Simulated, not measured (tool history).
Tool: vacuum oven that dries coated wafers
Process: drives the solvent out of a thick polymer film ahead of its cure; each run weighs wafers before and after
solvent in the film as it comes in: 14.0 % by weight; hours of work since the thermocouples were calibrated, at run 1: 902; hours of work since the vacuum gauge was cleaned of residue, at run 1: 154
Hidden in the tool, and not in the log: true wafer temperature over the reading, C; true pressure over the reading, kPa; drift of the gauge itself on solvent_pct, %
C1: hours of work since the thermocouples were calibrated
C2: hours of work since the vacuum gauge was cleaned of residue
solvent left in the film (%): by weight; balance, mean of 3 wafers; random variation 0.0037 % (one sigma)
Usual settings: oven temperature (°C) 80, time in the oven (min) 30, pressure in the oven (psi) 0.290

{"run": 1, "hour": 0.0, "oven temperature (°C)": 80, "time in the oven (min)": 30, "pressure in the oven (psi)": 0.29, "C1": 902, "C2": 154, "solvent left in the film (%)": 0.885}
{"hour": 2.8, "done": "oven's thermocouples calibrated"}
{"run": 2, "hour": 11.6, "oven temperature (°C)": 80, "time in the oven (min)": 30, "pressure in the oven (psi)": 0.29, "C1": 4, "C2": 158, "solvent left in the film (%)": 0.86}
{"run": 3, "hour": 19.6, "oven temperature (°C)": 80, "time in the oven (min)": 30, "pressure in the oven (psi)": 0.384, "C1": 7, "C2": 161, "solvent left in the film (%)": 1.037}
{"run": 4, "hour": 28.8, "oven temperature (°C)": 68, "time in the oven (min)": 30, "pressure in the oven (psi)": 0.384, "C1": 11, "C2": 165, "solvent left in the film (%)": 2.607}
{"run": 5, "hour": 41.7, "oven temperature (°C)": 68, "time in the oven (min)": 30, "pressure in the oven (psi)": 0.384, "C1": 16, "C2": 170, "solvent left in the film (%)": 2.608}
{"run": 6, "hour": 49.3, "oven temperature (°C)": 80, "time in the oven (min)": 30, "pressure in the oven (psi)": 0.29, "C1": 19, "C2": 174, "solvent left in the film (%)": 0.86}
{"run": 7, "hour": 55.6, "oven temperature (°C)": 80, "time in the oven (min)": 30, "pressure in the oven (psi)": 0.29, "C1": 22, "C2": 176, "solvent left in the film (%)": 0.859}
{"run": 8, "hour": 62.5, "oven temperature (°C)": 80, "time in the oven (min)": 30, "pressure in the oven (psi)": 0.29, "C1": 25, "C2": 179, "solvent left in the film (%)": 0.864}
{"run": 9, "hour": 71.1, "oven temperature (°C)": 80, "time in the oven (min)": 30, "pressure in the oven (psi)": 0.29, "C1": 28, "C2": 183, "solvent left in the film (%)": 0.862}
{"hour": 85.7, "done": "oven's thermocouples calibrated, once more"}
{"run": 10, "hour": 85.9, "oven temperature (°C)": 80, "time in the oven (min)": 30, "pressure in the oven (psi)": 0.29, "C1": 0, "C2": 188, "solvent left in the film (%)": 1.0}
{"run": 11, "hour": 99.5, "oven temperature (°C)": 80, "time in the oven (min)": 30, "pressure in the oven (psi)": 0.29, "C1": 6, "C2": 194, "solvent left in the film (%)": 0.996}
{"run": 12, "hour": 112.0, "oven temperature (°C)": 80, "time in the oven (min)": 16, "pressure in the oven (psi)": 0.29, "C1": 11, "C2": 199, "solvent left in the film (%)": 2.447}
{"run": 13, "hour": 123.7, "oven temperature (°C)": 80, "time in the oven (min)": 16, "pressure in the oven (psi)": 0.29, "C1": 16, "C2": 204, "solvent left in the film (%)": 2.452}
{"run": 14, "hour": 137.8, "oven temperature (°C)": 80, "time in the oven (min)": 16, "pressure in the oven (psi)": 0.29, "C1": 22, "C2": 209, "solvent left in the film (%)": 2.452}
{"run": 15, "hour": 148.7, "oven temperature (°C)": 80, "time in the oven (min)": 16, "pressure in the oven (psi)": 0.29, "C1": 26, "C2": 214, "solvent left in the film (%)": 2.446}
{"run": 16, "hour": 156.6, "oven temperature (°C)": 80, "time in the oven (min)": 16, "pressure in the oven (psi)": 0.29, "C1": 29, "C2": 217, "solvent left in the film (%)": 2.457}
{"run": 17, "hour": 169.5, "oven temperature (°C)": 80, "time in the oven (min)": 16, "pressure in the oven (psi)": 0.29, "C1": 35, "C2": 223, "solvent left in the film (%)": 2.446}
{"run": 18, "hour": 183.4, "oven temperature (°C)": 80, "time in the oven (min)": 30, "pressure in the oven (psi)": 0.29, "C1": 41, "C2": 228, "solvent left in the film (%)": 1.0}
{"run": 19, "hour": 197.2, "oven temperature (°C)": 80, "time in the oven (min)": 27, "pressure in the oven (psi)": 0.29, "C1": 46, "C2": 234, "solvent left in the film (%)": 1.15}
{"run": 20, "hour": 210.6, "oven temperature (°C)": 80, "time in the oven (min)": 30, "pressure in the oven (psi)": 0.29, "C1": 52, "C2": 240, "solvent left in the film (%)": 0.996}
{"run": 21, "hour": 220.2, "oven temperature (°C)": 80, "time in the oven (min)": 21, "pressure in the oven (psi)": 0.29, "C1": 56, "C2": 244, "solvent left in the film (%)": 1.662}
{"run": 22, "hour": 231.6, "oven temperature (°C)": 80, "time in the oven (min)": 30, "pressure in the oven (psi)": 0.29, "C1": 61, "C2": 248, "solvent left in the film (%)": 0.993}
{"run": 23, "hour": 240.6, "oven temperature (°C)": 80, "time in the oven (min)": 30, "pressure in the oven (psi)": 0.29, "C1": 64, "C2": 252, "solvent left in the film (%)": 0.996}
{"run": 24, "hour": 248.9, "oven temperature (°C)": 80, "time in the oven (min)": 30, "pressure in the oven (psi)": 0.29, "C1": 68, "C2": 256, "solvent left in the film (%)": 0.997}
{"run": 25, "hour": 260.7, "oven temperature (°C)": 79, "time in the oven (min)": 28, "pressure in the oven (psi)": 0.29, "C1": 73, "C2": 261, "solvent left in the film (%)": 1.183}
{"run": 26, "hour": 273.8, "oven temperature (°C)": 79, "time in the oven (min)": 19, "pressure in the oven (psi)": 0.499, "C1": 78, "C2": 266, "solvent left in the film (%)": 2.472}
{"run": 27, "hour": 283.0, "oven temperature (°C)": 87, "time in the oven (min)": 30, "pressure in the oven (psi)": 0.645, "C1": 82, "C2": 270, "solvent left in the film (%)": 1.114}
{"run": 28, "hour": 294.2, "oven temperature (°C)": 80, "time in the oven (min)": 21, "pressure in the oven (psi)": 0.168, "C1": 87, "C2": 274, "solvent left in the film (%)": 1.435}

The next listed run, before its measurement:
{"run": 29, "hour": 305.3, "oven temperature (°C)": 68, "time in the oven (min)": 36, "pressure in the oven (psi)": 0.725, "C1": 91, "C2": 279, "solvent left in the film (%)": "?"}

{"run 29": {"solvent left in the film (%)": 3.455}}
Without the tool's hidden state the same run would have given solvent left in the film (%) 3.469.

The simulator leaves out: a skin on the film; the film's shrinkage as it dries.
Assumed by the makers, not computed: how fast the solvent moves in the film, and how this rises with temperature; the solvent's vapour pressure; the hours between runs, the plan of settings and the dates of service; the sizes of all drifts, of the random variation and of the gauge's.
